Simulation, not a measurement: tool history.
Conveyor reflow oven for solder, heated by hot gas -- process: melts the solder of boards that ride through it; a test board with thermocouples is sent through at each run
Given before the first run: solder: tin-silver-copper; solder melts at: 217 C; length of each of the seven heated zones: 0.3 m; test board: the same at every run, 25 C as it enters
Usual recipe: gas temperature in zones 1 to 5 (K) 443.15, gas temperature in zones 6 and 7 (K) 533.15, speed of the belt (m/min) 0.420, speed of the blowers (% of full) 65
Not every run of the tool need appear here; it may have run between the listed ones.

| run | day | gas temperature in zones 1 to 5 (K) | gas temperature in zones 6 and 7 (K) | speed of the belt (m/min) | speed of the blowers (% of full) | highest temperature of the board (K) | time above the solder's melting point (s) |
|---|---|---|---|---|---|---|---|
| 1 | 0.000 | 443.15 | 533.15 | 0.420 | 65 | 520.85 | 60.4 |
| 2 | 1.350 | 443.15 | 541.15 | 0.420 | 65 | 528.25 | 65.4 |
| 3 | 2.838 | 443.15 | 541.15 | 0.420 | 65 | 528.05 | 65.8 |
| 4 | 4.571 | 443.15 | 541.15 | 0.420 | 65 | 528.25 | 65.3 |
| 5 | 6.446 | 443.15 | 541.15 | 0.420 | 65 | 528.05 | 65.4 |
| 6 | 8.608 | 443.15 | 533.15 | 0.420 | 58 | 519.15 | 57.2 |
|  | 9.808 | flux residue cleaned out of gas plates and filters |
| 7 | 10.154 | 443.15 | 533.15 | 0.420 | 57 | 519.85 | 58.6 |
| 8 | 11.238 | 443.15 | 533.15 | 0.420 | 57 | 519.65 | 58.5 |
| 9 | 12.933 | 443.15 | 533.15 | 0.420 | 57 | 519.55 | 58.1 |
| 10 | 14.362 | 443.15 | 527.15 | 0.420 | 65 | 516.15 | 55.7 |
| 11 | 15.588 | 443.15 | 527.15 | 0.420 | 65 | 516.35 | 55.4 |
| 12 | 16.629 | 443.15 | 527.15 | 0.420 | 69 | 516.75 | 57.2 |
| 13 | 17.733 | 443.15 | 527.15 | 0.420 | 69 | 516.65 | 56.7 |
| 14 | 19.429 | 443.15 | 527.15 | 0.420 | 69 | 516.35 | 56.8 |
|  | 19.712 | belt drive overhauled, speed set with a stopwatch |
| 15 | 21.108 | 443.15 | 527.15 | 0.420 | 69 | 516.45 | 56.4 |
|  | 22.025 | flux residue cleaned out of gas plates and filters |
| 16 | 23.421 | 443.15 | 533.15 | 0.362 | 83 | 528.85 | 81.0 |
| 17 | 24.733 | 439.15 | 533.15 | 0.362 | 83 | 528.45 | 79.4 |
| 18 | 26.450 | 439.15 | 533.15 | 0.470 | 68 | 518.75 | 50.1 |
| 19 | 27.529 | 454.15 | 528.15 | 0.420 | 65 | 519.15 | 63.7 |
|  | 27.883 | belt drive overhauled, speed set with a stopwatch, once more |
| 20 | 29.388 | 429.15 | 542.15 | 0.342 | 62 | 532.85 | 80.9 |
| 21 | 31.254 | 429.15 | 542.15 | 0.342 | 74 | 535.45 | 83.7 |
| 22 | 33.112 | 443.15 | 533.15 | 0.488 | 53 | 512.45 | 40.4 |
|  | 34.142 | flux residue cleaned out of gas plates and filters |
| 23 | 35.012 | 443.15 | 543.15 | 0.420 | 65 | 531.35 | 67.5 |
| 24 | 37.058 | 457.15 | 546.15 | 0.420 | 65 | 535.75 | 76.4 |

What will run 25 give?
| 25 | 39.012 | 457.15 | 546.15 | 0.420 | 61 | ? | ? |

highest temperature of the board (K): 535.15
time above the solder's melting point (s): 75.9
Without the tool's hidden state the same run would have given highest temperature of the board (K) 533.75, time above the solder's melting point (s) 74.8.

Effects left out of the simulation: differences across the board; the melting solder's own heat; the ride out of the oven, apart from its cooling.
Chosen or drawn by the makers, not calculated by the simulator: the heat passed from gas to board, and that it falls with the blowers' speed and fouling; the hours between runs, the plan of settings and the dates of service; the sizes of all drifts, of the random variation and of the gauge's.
